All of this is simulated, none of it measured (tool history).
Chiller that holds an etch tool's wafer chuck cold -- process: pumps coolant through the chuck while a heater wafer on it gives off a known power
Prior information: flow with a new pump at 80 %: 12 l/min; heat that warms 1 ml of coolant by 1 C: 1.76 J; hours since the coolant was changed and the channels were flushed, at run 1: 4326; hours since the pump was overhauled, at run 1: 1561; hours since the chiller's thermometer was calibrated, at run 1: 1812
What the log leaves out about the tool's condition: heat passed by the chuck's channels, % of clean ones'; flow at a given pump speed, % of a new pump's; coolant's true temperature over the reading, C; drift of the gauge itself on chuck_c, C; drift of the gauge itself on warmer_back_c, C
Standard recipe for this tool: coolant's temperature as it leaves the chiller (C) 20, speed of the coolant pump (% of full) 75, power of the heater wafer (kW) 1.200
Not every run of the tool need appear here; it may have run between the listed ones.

run,hour,coolant's temperature as it leaves the chiller (C),speed of the coolant pump (% of full),power of the heater wafer (kW),hours since the coolant was changed and the channels were flushed,hours since the pump was overhauled,hours since the chiller's thermometer was calibrated,chuck's temperature once it has settled (C),how much warmer the coolant comes back (C)
1,0.0,20,75,1.200,4326,1561,1812,37.3,3.85
2,44.4,20,75,1.200,4370,1605,1856,37.3,3.86
3,90.3,20,87,1.200,4416,1651,1902,35.1,3.33
4,142.5,20,87,1.200,4468,1703,1954,35.2,3.31
5,175.5,20,87,1.200,4501,1736,1987,35.2,3.35
6,219.7,14,87,1.200,4545,1780,2031,29.3,3.36
7,275.5,20,75,1.200,4601,1836,2087,37.4,3.91
8,319.6,20,75,1.200,4645,1880,2131,37.6,3.91
9,365.6,20,75,1.200,4691,1926,2177,37.6,3.95
10,396.2,20,61,1.349,4722,1957,2208,44.1,5.50
11,428.1,12,70,0.931,4754,1989,2240,26.5,3.28
12,458.8,14,75,1.200,4785,2019,2270,32.0,3.89
# hour 467.2: coolant pump overhauled
13,491.3,14,75,1.200,4812,24,2298,32.5,4.08
14,531.1,26,87,1.089,4852,64,2338,40.9,3.26
15,590.9,26,87,1.089,4912,124,2398,40.8,3.24
16,620.7,11,97,1.200,4941,154,2427,25.9,3.21
# hour 657.3: coolant pump overhauled, once more
17,684.9,11,97,1.200,5001,28,2487,24.3,2.80

3 ways to go on from here, each from the tool as it stands after run 17. What would each give?
A,737.2,21,96,0.867,5053,80,2539,?,?
B,737.2,20,74,1.423,5053,80,2539,?,?
C,737.2,11,89,0.726,5053,80,2539,?,?

run,chuck's temperature once it has settled (C),how much warmer the coolant comes back (C)
A,30.6,2.01
B,40.2,4.42
C,19.4,1.78
Without the tool's hidden state the same runs would have given:
run,chuck's temperature once it has settled (C),how much warmer the coolant comes back (C)
A,29.3,2.00
B,37.1,4.40
C,18.2,1.78
